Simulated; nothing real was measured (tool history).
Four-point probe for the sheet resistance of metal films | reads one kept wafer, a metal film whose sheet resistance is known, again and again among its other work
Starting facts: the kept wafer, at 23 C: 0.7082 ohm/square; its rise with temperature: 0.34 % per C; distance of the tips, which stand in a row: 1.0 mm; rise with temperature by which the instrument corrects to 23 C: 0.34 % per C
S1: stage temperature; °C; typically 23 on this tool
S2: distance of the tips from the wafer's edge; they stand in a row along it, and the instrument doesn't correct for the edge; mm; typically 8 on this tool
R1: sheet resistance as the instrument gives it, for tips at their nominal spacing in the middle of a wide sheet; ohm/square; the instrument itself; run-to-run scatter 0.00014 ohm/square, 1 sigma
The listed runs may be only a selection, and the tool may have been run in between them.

run 1 hour=0.0 | S1=23 S2=8 | R1=0.716741
run 2 hour=9.8 | S1=23 S2=8 | R1=0.716735
run 3 hour=23.8 | S1=23 S2=8 | R1=0.717024
run 4 hour=32.9 | S1=23 S2=4 | R1=0.734065
run 5 hour=49.5 | S1=23 S2=4 | R1=0.734333
run 6 hour=57.2 | S1=23 S2=4 | R1=0.734386
run 7 hour=72.6 | S1=23 S2=4 | R1=0.734085
run 8 hour=88.1 | S1=23 S2=3 | R1=0.750982
run 9 hour=100.2 | S1=18 S2=8 | R1=0.717059
run 10 hour=114.7 | S1=18 S2=8 | R1=0.717155
run 11 hour=128.3 | S1=28 S2=8 | R1=0.717171
run 12 hour=143.3 | S1=28 S2=8 | R1=0.717049
run 13 hour=160.5 | S1=34 S2=8 | R1=0.717145
run 14 hour=172.2 | S1=34 S2=8 | R1=0.717092
run 15 hour=183.2 | S1=29 S2=8 | R1=0.717355
run 16 hour=190.7 | S1=29 S2=8 | R1=0.717197
run 17 hour=207.9 | S1=20 S2=35 | R1=0.711425
run 18 hour=224.8 | S1=19 S2=13 | R1=0.713336
run 19 hour=235.5 | S1=33 S2=69 | R1=0.711200
run 20 hour=243.6 | S1=33 S2=69 | R1=0.711182
run 21 hour=260.5 | S1=33 S2=69 | R1=0.711389
run 22 hour=274.9 | S1=29 S2=22 | R1=0.711736
run 23 hour=282.6 | S1=34 S2=54 | R1=0.711010
run 24 hour=290.3 | S1=19 S2=8 | R1=0.717186
run 25 hour=307.6 | S1=23 S2=40 | R1=0.711252
run 26 hour=316.3 | S1=21 S2=61 | R1=0.711454
run 27 hour=323.9 | S1=26 S2=62 | R1=0.711244
run 28 hour=338.9 | S1=26 S2=47 | R1=0.711194
run 29 hour=356.2 | S1=24 S2=20 | R1=0.712138
run 30 hour=369.7 | S1=33 S2=9 | R1=0.715940
run 31 hour=383.4 | S1=25 S2=9 | R1=0.715887

Consider 5 possible next runs. They are alternatives, not a sequence: every one starts from the tool as it was left by run 31. What does each give?
run A hour=390.8 | S1=21 S2=5 | R1=?
run B hour=390.8 | S1=35 S2=28 | R1=?
run C hour=390.8 | S1=25 S2=7 | R1=?
run D hour=390.8 | S1=31 S2=4 | R1=?
run E hour=390.8 | S1=27 S2=6 | R1=?

run=A R1=0.726290
run=B R1=0.711585
run=C R1=0.718906
run=D R1=0.734423
run=E R1=0.721535
With the hidden condition removed and each run's random variation left untouched, the same runs would have given:
run=A R1=0.723235
run=B R1=0.708573
run=C R1=0.715875
run=D R1=0.731327
run=E R1=0.718492
